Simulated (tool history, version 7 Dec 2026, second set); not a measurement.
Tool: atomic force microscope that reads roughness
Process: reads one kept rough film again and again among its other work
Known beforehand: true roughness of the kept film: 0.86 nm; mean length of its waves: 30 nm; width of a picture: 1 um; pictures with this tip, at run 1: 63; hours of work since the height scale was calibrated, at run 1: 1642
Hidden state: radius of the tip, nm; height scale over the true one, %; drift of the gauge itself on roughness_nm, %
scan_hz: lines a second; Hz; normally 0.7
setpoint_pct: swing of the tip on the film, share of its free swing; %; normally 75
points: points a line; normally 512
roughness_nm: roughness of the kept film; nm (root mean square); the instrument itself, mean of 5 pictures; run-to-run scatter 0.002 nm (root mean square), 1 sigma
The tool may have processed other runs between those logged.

run   hour  scan_hz  setpoint_pct  points  pictures with this tip  hours of work since the height scale was calibrated  roughness_nm
  1      0      0.7            75     512                      63                                                 1642         0.806
  2     29      0.7            75     861                     135                                                 1665         0.804
  3   61.8      0.7            88     512                     216                                                 1691         0.782
  4  101.1      0.7            64     512                     314                                                 1722         0.794
     110.2  -- new tip fitted
  5  157.3      0.7            64     512                     117                                                 1766         0.811
  6  182.9      0.7            56     512                     180                                                 1787         0.813
       246  -- new tip fitted
  7  246.2      0.7            56     512                       0                                                 1837         0.826
  8  278.3      0.7            56     512                      80                                                 1862         0.816
  9  310.2      0.7            75     512                     160                                                 1888         0.802
 10  369.1      0.7            75     512                     306                                                 1934         0.784
     380.5  -- new tip fitted
 11  403.4      0.7            75     512                      57                                                 1961         0.812
 12    456      0.7            75     266                     188                                                 2003         0.793
 13  492.5      0.7            75     266                     279                                                 2032          0.78
     513.9  -- new tip fitted
 14  549.6      0.7            75     266                      88                                                 2077         0.791
 15  594.1    1.564            55     266                     199                                                 2112         0.789
     650.2  -- new tip fitted
 16  655.4    1.564            55     266                      13                                                 2161         0.809
 17  694.8    1.707            57     266                     111                                                 2192         0.795
 18  756.1      0.7            68    1018                     264                                                 2241         0.802
     783.6  -- new tip fitted
 19  810.6      0.7            68    1018                      67                                                 2284         0.816
 20  859.9    3.013            74     930                     189                                                 2323         0.747
     916.9  -- new tip fitted
 21  920.8    1.344            75     353                      10                                                 2371         0.792
 22  953.7    1.344            75     353                      92                                                 2397         0.782

Consider 3 possible next runs. They are alternatives, not a sequence: every one starts from the tool as it was left by run 22. What does each give?
  A  1006.9    0.522            65     353                     224                                                 2439             ?
  B  1006.9      0.7            75     630                     224                                                 2439             ?
  C  1006.9    0.581            75     512                     224                                                 2439             ?

run  roughness_nm
  A         0.796
  B         0.794
  C         0.799
With the hidden condition removed and each run's random variation left untouched, the same runs would have given:
run  roughness_nm
  A         0.827
  B         0.826
  C          0.83

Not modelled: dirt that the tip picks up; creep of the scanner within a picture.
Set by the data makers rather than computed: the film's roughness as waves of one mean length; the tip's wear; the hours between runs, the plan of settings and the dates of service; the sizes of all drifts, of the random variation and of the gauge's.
